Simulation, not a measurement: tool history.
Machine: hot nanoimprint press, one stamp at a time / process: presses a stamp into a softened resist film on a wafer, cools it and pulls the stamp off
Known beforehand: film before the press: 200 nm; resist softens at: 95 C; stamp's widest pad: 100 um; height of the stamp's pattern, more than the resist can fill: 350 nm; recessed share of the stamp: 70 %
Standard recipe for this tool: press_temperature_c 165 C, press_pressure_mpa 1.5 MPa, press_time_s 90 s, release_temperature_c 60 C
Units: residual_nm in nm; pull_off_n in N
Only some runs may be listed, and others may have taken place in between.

run	hour	press_temperature_c	press_pressure_mpa	press_time_s	release_temperature_c	residual_nm	pull_off_n
1	0	165	1.5	90	60	70.2	239
2	19.2	165	1.5	90	60	70	239
3	43.3	165	1.5	49	60	86.9	237
4	55.1	173	1.5	90	60	48.6	236
# hour 74.4: stamp cleaned and given a new release coat
5	85.6	173	1.5	90	60	48.5	235
6	110.8	165	1.94	90	60	60.3	225
7	131.5	165	1.94	90	60	60.1	228
8	154.5	164	1.5	90	60	73.4	226
9	168.2	164	1.5	90	60	73.6	235
10	193	164	1.5	90	60	73.3	232
11	216.8	164	1.5	90	60	73.3	242
12	243.4	164	1.5	90	60	73.6	234
13	265.2	164	1.5	90	60	73.4	232
14	280.8	164	1.5	90	60	73.1	241
15	306.6	164	1.5	90	51	73.3	297
16	324.4	160	1.05	88	49	107.4	314
17	347.5	165	1.5	89	63	70.2	212
18	364.1	165	1.5	89	63	69.9	215
19	383.4	165	1.5	89	63	71.1	203
# hour 405.3: stamp cleaned and given a new release coat
20	414.5	165	1.5	89	63	70.5	214
21	436.7	165	1.5	89	63	70.2	217
22	449.2	177	1.5	51	60	51.1	235
23	467	162	1.5	90	60	80.5	236
24	489.6	166	1.47	90	47	67.4	327
25	514.6	166	1.26	102	57	70.1	253
# hour 522.3: plate thermocouple calibrated
26	540.3	165	1.5	162	50	56.5	312
27	563.2	165	1.92	90	60	60.3	237
28	574.2	165	1.92	90	60	60.8	235
29	598.8	165	1.92	90	60	60.8	234

4 ways to go on from here, each from the tool as it stands after run 29. What would each give?
A	622	156	1.5	90	60	?	?
B	622	165	1.9	90	58	?	?
C	622	165	1.63	116	61	?	?
D	622	165	1.22	90	61	?	?

run	residual_nm	pull_off_n
A	107.6	231
B	61	259
C	60.8	234
D	78.8	223
Without the tool's unlogged condition, the same runs would have read:
run	residual_nm	pull_off_n
A	107.6	229
B	61	256
C	60.8	232
D	78.8	221
